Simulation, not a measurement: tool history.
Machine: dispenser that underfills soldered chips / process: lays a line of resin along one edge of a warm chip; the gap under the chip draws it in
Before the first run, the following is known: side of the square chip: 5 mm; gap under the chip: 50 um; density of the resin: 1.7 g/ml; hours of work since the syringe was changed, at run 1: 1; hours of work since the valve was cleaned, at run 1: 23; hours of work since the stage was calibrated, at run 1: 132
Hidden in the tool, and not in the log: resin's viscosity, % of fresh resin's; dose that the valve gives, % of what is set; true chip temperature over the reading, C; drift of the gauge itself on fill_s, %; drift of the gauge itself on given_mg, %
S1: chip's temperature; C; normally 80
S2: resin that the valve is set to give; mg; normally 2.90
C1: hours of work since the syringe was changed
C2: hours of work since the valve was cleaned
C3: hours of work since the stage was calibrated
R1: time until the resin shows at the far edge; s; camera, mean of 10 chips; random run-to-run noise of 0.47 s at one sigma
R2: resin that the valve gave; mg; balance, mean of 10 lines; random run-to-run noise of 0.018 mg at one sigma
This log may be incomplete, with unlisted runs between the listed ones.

run    day  S1    S2  C1  C2   C3     R1    R2
  1  0.000  80  2.90   1  23  132   38.0  2.84
  2  0.212  68  2.90   5  26  135   80.1  2.85
  3  0.479  68  2.90   9  30  139  100.2  2.76
     0.621  -- new syringe of resin
  4  0.883  68  2.90   4  36  145   80.5  2.80
  5  1.142  68  2.90   8  40  149   96.1  2.82
     1.342  -- new syringe of resin
  6  1.542  68  3.78   3  46  155   75.0  3.58
     1.800  -- dispensing valve cleaned and set on the balance
  7  1.975  68  3.78   9   3  161   96.0  3.76
     2.104  -- new syringe of resin
  8  2.225  68  3.78   2   6  165   67.2  3.79
  9  2.458  80  2.90   5  10  169   45.0  2.87
 10  2.646  80  2.90   8  13  172   50.7  2.86
     2.833  -- new syringe of resin
 11  3.008  80  2.90   3  18  177   40.8  2.83
 12  3.242  86  2.90   6  22  181   34.6  2.85
 13  3.467  67  2.58  10  25  184  117.7  2.50
     3.542  -- new syringe of resin
 14  3.792  67  2.58   4  30  189   85.3  2.48
 15  3.967  86  2.54   7  33  191   37.4  2.46
 16  4.150  95  2.63   9  36  194   27.2  2.56
     4.267  -- new syringe of resin
 17  4.521  89  3.22   4  41  200   26.1  3.09
 18  4.738  68  2.65   7  44  203   91.2  2.51
     4.975  -- new syringe of resin
 19  5.017  68  2.62   1  49  207   69.9  2.51
     5.092  -- dispensing valve cleaned and set on the balance
 20  5.450  68  2.62   7   5  213   90.1  2.58
 21  5.671  88  2.93  10   9  217   36.8  2.90
     5.725  -- new syringe of resin
 22  6.075  80  3.09   5  15  223   44.8  3.07
     6.429  -- new syringe of resin
 23  6.433  67  3.02   0  20  228   67.0  2.97

Selected run-to-run steps in R1, each split into two signed amounts: the part the tool would show with no hidden state at all (from settings, incoming material and random variation), and the remainder, which goes to the hidden state together with any gauge scatter not common to the measured and the hidden-state-free results:
Run 12 -> 13: S1 86 -> 67, S2 2.90 -> 2.58. R1 +83.1 s: hidden state +33.4, all else +49.7.
Run 13 -> 14: new syringe of resin. R1 -32.4 s: hidden state -30.1, all else -2.3.
Run 17 -> 18: S1 89 -> 68, S2 3.22 -> 2.65. R1 +65.1 s: hidden state +20.4, all else +44.7.

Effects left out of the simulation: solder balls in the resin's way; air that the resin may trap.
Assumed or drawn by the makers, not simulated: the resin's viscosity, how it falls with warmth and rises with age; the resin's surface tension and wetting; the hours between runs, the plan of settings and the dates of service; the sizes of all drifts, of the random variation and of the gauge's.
